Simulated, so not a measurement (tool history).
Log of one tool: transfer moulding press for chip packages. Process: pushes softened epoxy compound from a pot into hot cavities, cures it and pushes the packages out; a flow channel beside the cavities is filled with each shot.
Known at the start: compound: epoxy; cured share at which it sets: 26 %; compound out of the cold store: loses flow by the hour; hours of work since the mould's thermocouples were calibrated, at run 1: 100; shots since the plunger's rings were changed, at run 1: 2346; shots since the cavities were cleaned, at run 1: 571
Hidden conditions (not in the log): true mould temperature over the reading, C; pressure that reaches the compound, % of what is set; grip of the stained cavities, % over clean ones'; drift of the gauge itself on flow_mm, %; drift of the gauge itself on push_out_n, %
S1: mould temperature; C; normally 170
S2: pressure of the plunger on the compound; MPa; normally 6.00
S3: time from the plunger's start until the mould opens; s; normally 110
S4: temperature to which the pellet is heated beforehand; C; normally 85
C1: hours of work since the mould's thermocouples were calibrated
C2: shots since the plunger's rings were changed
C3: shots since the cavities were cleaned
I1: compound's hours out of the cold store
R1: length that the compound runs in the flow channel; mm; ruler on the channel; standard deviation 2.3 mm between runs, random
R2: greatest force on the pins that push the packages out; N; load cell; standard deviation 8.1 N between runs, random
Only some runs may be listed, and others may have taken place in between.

run 1 hour=0.0 | S1=170 S2=6.00 S3=110 S4=85 | C1=100 C2=2346 C3=571 | I1=24.4 | R1=984 R2=358
run 2 hour=20.5 | S1=170 S2=6.00 S3=110 S4=85 | C1=108 C2=2494 C3=719 | I1=30.9 | R1=959 R2=364
-- hour=57.6 cavities cleaned with cleaning compound and waxed
run 3 hour=63.7 | S1=170 S2=6.00 S3=110 S4=85 | C1=126 C2=2792 C3=43 | I1=46.2 | R1=887 R2=344
run 4 hour=92.4 | S1=170 S2=6.00 S3=128 S4=85 | C1=138 C2=2998 C3=249 | I1=18.0 | R1=1015 R2=320
run 5 hour=125.0 | S1=170 S2=6.00 S3=128 S4=85 | C1=152 C2=3231 C3=482 | I1=16.7 | R1=1020 R2=325
run 6 hour=161.2 | S1=172 S2=6.00 S3=128 S4=85 | C1=167 C2=3491 C3=742 | I1=43.8 | R1=888 R2=328
run 7 hour=190.1 | S1=170 S2=6.00 S3=110 S4=81 | C1=179 C2=3697 C3=948 | I1=35.0 | R1=938 R2=351
-- hour=194.9 cavities cleaned with cleaning compound and waxed
run 8 hour=233.5 | S1=170 S2=6.00 S3=110 S4=82 | C1=196 C2=3998 C3=276 | I1=12.2 | R1=1045 R2=356
run 9 hour=266.7 | S1=170 S2=6.00 S3=110 S4=85 | C1=210 C2=4236 C3=514 | I1=33.7 | R1=945 R2=357
run 10 hour=292.5 | S1=170 S2=6.00 S3=110 S4=85 | C1=221 C2=4420 C3=698 | I1=20.6 | R1=1005 R2=378
run 11 hour=319.3 | S1=170 S2=6.00 S3=110 S4=91 | C1=232 C2=4613 C3=891 | I1=39.3 | R1=915 R2=351
-- hour=334.7 cavities cleaned with cleaning compound and waxed
run 12 hour=350.1 | S1=170 S2=6.00 S3=110 S4=91 | C1=245 C2=4822 C3=109 | I1=9.7 | R1=1054 R2=359
-- hour=370.2 plunger's sealing rings changed
run 13 hour=387.6 | S1=170 S2=6.00 S3=110 S4=91 | C1=259 C2=124 C3=360 | I1=41.5 | R1=907 R2=357
run 14 hour=405.2 | S1=170 S2=6.00 S3=110 S4=92 | C1=267 C2=251 C3=487 | I1=42.5 | R1=899 R2=343
run 15 hour=446.9 | S1=170 S2=6.00 S3=121 S4=85 | C1=284 C2=549 C3=785 | I1=36.6 | R1=931 R2=330
-- hour=476.9 cavities cleaned with cleaning compound and waxed
run 16 hour=477.9 | S1=170 S2=6.00 S3=121 S4=85 | C1=297 C2=760 C3=7 | I1=26.1 | R1=973 R2=330
run 17 hour=512.1 | S1=172 S2=6.00 S3=104 S4=85 | C1=311 C2=1006 C3=253 | I1=26.0 | R1=968 R2=349
run 18 hour=529.6 | S1=170 S2=6.00 S3=111 S4=93 | C1=318 C2=1131 C3=378 | I1=11.4 | R1=1042 R2=355
run 19 hour=561.6 | S1=171 S2=6.00 S3=105 S4=85 | C1=332 C2=1360 C3=607 | I1=41.0 | R1=909 R2=359
run 20 hour=591.4 | S1=171 S2=6.00 S3=105 S4=85 | C1=344 C2=1574 C3=821 | I1=13.6 | R1=1035 R2=372
-- hour=616.5 cavities cleaned with cleaning compound and waxed
run 21 hour=619.2 | S1=177 S2=5.28 S3=110 S4=86 | C1=355 C2=1762 C3=19 | I1=23.9 | R1=900 R2=320
run 22 hour=659.6 | S1=171 S2=5.41 S3=110 S4=85 | C1=372 C2=2052 C3=309 | I1=14.2 | R1=977 R2=351
run 23 hour=683.2 | S1=170 S2=5.09 S3=110 S4=77 | C1=382 C2=2221 C3=478 | I1=46.7 | R1=814 R2=358
run 24 hour=719.5 | S1=170 S2=5.05 S3=110 S4=77 | C1=398 C2=2481 C3=738 | I1=44.1 | R1=826 R2=360
run 25 hour=740.2 | S1=170 S2=5.05 S3=110 S4=77 | C1=406 C2=2629 C3=886 | I1=26.2 | R1=902 R2=367

For each entry between runs, how does the tool's hidden state at the last listed run before it compare with that at the first listed run after it?
From run 2 to run 3: cavities cleaned with cleaning compound and waxed (hour 57.6)
  pressure that reaches the compound, % of what is set: 99.96 -> 99.95; grip of the stained cavities, % over clean ones': 1 -> 0.1
From run 7 to run 8: cavities cleaned with cleaning compound and waxed (hour 194.9)
  grip of the stained cavities, % over clean ones': 1.1 -> 0.5
From run 11 to run 12: cavities cleaned with cleaning compound and waxed (hour 334.7)
  pressure that reaches the compound, % of what is set: 99.93 -> 99.92; grip of the stained cavities, % over clean ones': 1.1 -> 0.2
From run 12 to run 13: plunger's sealing rings changed (hour 370.2)
  pressure that reaches the compound, % of what is set: 99.92 -> 99.99; grip of the stained cavities, % over clean ones': 0.2 -> 0.6
From run 15 to run 16: cavities cleaned with cleaning compound and waxed (hour 476.9)
  pressure that reaches the compound, % of what is set: 99.99 -> 99.98; grip of the stained cavities, % over clean ones': 1 -> 0
From run 20 to run 21: cavities cleaned with cleaning compound and waxed (hour 616.5)
  grip of the stained cavities, % over clean ones': 1.1 -> 0.1

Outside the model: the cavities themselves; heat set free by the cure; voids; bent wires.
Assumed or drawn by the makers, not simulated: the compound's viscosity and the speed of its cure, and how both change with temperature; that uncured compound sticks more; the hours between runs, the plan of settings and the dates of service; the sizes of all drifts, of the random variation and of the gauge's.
